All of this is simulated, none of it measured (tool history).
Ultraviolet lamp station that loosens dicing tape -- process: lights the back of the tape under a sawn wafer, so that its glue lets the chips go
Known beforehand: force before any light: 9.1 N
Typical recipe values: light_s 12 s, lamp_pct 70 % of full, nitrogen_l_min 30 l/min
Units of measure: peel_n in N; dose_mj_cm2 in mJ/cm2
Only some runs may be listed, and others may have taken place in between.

| run | hour | light_s | lamp_pct | nitrogen_l_min | peel_n | dose_mj_cm2 |
|---|---|---|---|---|---|---|
| 1 | 0 | 12 | 70 | 30 | 1.561 | 310 |
| 2 | 10.3 | 12 | 70 | 30 | 1.661 | 309 |
| 3 | 29 | 10 | 70 | 30 | 2.102 | 262 |
|  | 30.6 | window cleaned of glue's vapour |
| 4 | 38.7 | 10 | 70 | 30 | 2.331 | 244 |
| 5 | 53.6 | 10 | 70 | 30 | 2.335 | 244 |
| 6 | 64.7 | 7 | 70 | 34 | 3.253 | 173 |
| 7 | 75.3 | 9 | 88 | 34 | 1.818 | 274 |
| 8 | 95.9 | 12 | 70 | 46 | 1.436 | 290 |
| 9 | 107.2 | 12 | 70 | 46 | 1.403 | 290 |
| 10 | 121 | 12 | 70 | 46 | 1.455 | 284 |

Below, each run's measurement less what the same run would have read without the hidden state. Both values contain the same run-to-run variation, but the gauge's scatter may not be the same in both:
The hidden state here: lamp's light, % of a new lamp's; light that the window lets through, % of a clean one's; drift of the gauge itself on peel_n, %; drift of the gauge itself on dose_mj_cm2, %.
| run | peel_n | dose_mj_cm2 |
|---|---|---|
| 1 | +0.213 | -28 |
| 2 | +0.232 | -30 |
| 3 | +0.268 | -26 |
| 4 | +0.435 | -38 |
| 5 | +0.444 | -39 |
| 6 | +0.488 | -28 |
| 7 | +0.399 | -46 |
| 8 | +0.357 | -50 |
| 9 | +0.353 | -50 |
| 10 | +0.374 | -51 |
